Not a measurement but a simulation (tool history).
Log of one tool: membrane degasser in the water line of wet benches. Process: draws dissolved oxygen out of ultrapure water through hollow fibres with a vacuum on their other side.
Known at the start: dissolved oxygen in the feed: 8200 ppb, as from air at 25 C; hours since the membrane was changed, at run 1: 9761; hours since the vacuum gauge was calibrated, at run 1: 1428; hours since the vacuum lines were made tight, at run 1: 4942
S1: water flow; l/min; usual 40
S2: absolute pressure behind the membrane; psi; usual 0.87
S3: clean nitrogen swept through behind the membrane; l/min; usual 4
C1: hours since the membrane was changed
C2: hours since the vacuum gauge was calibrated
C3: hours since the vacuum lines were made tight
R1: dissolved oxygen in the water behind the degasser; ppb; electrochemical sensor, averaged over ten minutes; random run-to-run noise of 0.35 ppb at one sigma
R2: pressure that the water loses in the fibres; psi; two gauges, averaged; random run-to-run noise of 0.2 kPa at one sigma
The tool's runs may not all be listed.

Run 1, day 0: usual settings; C1 9761; C2 1428; C3 4942. Result: R1 71.2 ppb, R2 6.808 psi.
Run 2, day 8.325: usual settings; C1 9961; C2 1627; C3 5142. Result: R1 71 ppb, R2 6.737 psi.
Run 3, day 17.104: usual settings; C1 10172; C2 1838; C3 5352. Result: R1 71.6 ppb, R2 6.786 psi.
Run 4, day 23.917: usual settings but S3 7.66 l/min; C1 10335; C2 2002; C3 5516. Result: R1 40.1 ppb, R2 6.783 psi.
Run 5, day 31.225: usual settings but S3 7.66 l/min; C1 10511; C2 2177; C3 5691. Result: R1 40.2 ppb, R2 6.834 psi.
Run 6, day 40.079: usual settings but S3 7.66 l/min; C1 10723; C2 2390; C3 5904. Result: R1 40 ppb, R2 6.802 psi.
Run 7, day 50.367: usual settings but S3 7.66 l/min; C1 10970; C2 2636; C3 6151. Result: R1 40.9 ppb, R2 6.825 psi.
Run 8, day 62.725: usual settings but S3 7.66 l/min; C1 11267; C2 2933; C3 6447. Result: R1 41.2 ppb, R2 6.866 psi.
At day 63.912: vacuum gauge calibrated.
Run 9, day 75.317: usual settings but S3 7.66 l/min; C1 11568; C2 274; C3 6749. Result: R1 41.6 ppb, R2 6.821 psi.
Run 10, day 82.312: usual settings; C1 11736; C2 442; C3 6917. Result: R1 74.7 ppb, R2 6.882 psi.
Run 11, day 92.808: usual settings; C1 11988; C2 694; C3 7169. Result: R1 75.1 ppb, R2 6.966 psi.
Run 12, day 100.729: usual settings but S1 59 l/min, S2 2.148 psi, S3 2.8 l/min; C1 12178; C2 884; C3 7359. Result: R1 542.6 ppb, R2 10.148 psi.
Run 13, day 110.975: usual settings but S1 59 l/min, S2 2.148 psi, S3 2.8 l/min; C1 12424; C2 1130; C3 7605. Result: R1 547.1 ppb, R2 10.219 psi.
Run 14, day 123.029: usual settings but S1 45 l/min, S2 2.118 psi, S3 9.76 l/min; C1 12714; C2 1419; C3 7894. Result: R1 137 ppb, R2 7.777 psi.
Run 15, day 135.758: usual settings but S1 45 l/min, S2 2.118 psi, S3 9.76 l/min; C1 13019; C2 1724; C3 8199. Result: R1 136.5 ppb, R2 7.819 psi.
At day 141.329: vacuum gauge calibrated, once more.
Run 16, day 147.846: usual settings but S1 31 l/min, S2 1.189 psi, S3 4.99 l/min; C1 13309; C2 156; C3 8489. Result: R1 76.8 ppb, R2 5.33 psi.
Run 17, day 159.321: usual settings but S1 62 l/min, S2 1.189 psi, S3 4.99 l/min; C1 13584; C2 432; C3 8764. Result: R1 171.8 ppb, R2 10.83 psi.
Run 18, day 166.288: usual settings but S2 1.034 psi, S3 8.39 l/min; C1 13751; C2 599; C3 8932. Result: R1 50.5 ppb, R2 6.894 psi.
Run 19, day 179.946: usual settings but S2 1.034 psi, S3 8.39 l/min; C1 14079; C2 927; C3 9259. Result: R1 50.6 ppb, R2 7.017 psi.
Run 20, day 185.554: usual settings but S2 1.034 psi, S3 8.39 l/min; C1 14214; C2 1061; C3 9394. Result: R1 50.8 ppb, R2 6.965 psi.
Run 21, day 198.408: usual settings but S1 28 l/min, S2 1.758 psi, S3 9.91 l/min; C1 14522; C2 1370; C3 9703. Result: R1 63.9 ppb, R2 4.891 psi.

Consider 3 possible next runs. They are alternatives, not a sequence: every one starts from the tool as it was left by run 21. What does each give?
Run A, day 207.704: usual settings but S1 60 l/min, S2 1.157 psi; C1 14745; C2 1593; C3 9926. Result: R1 ?, R2 ?.
Run B, day 207.704: usual settings but S1 34 l/min, S2 1.764 psi, S3 6.96 l/min; C1 14745; C2 1593; C3 9926. Result: R1 ?, R2 ?.
Run C, day 207.704: usual settings but S2 2.086 psi; C1 14745; C2 1593; C3 9926. Result: R1 ?, R2 ?.

run     R1      R2
  A    192  10.502
  B  109.3   5.999
  C  268.4   7.027
With no hidden state in the tool, these same runs would have given:
run     R1     R2
  A  175.5  9.448
  B  105.3  5.397
  C  260.7  6.319

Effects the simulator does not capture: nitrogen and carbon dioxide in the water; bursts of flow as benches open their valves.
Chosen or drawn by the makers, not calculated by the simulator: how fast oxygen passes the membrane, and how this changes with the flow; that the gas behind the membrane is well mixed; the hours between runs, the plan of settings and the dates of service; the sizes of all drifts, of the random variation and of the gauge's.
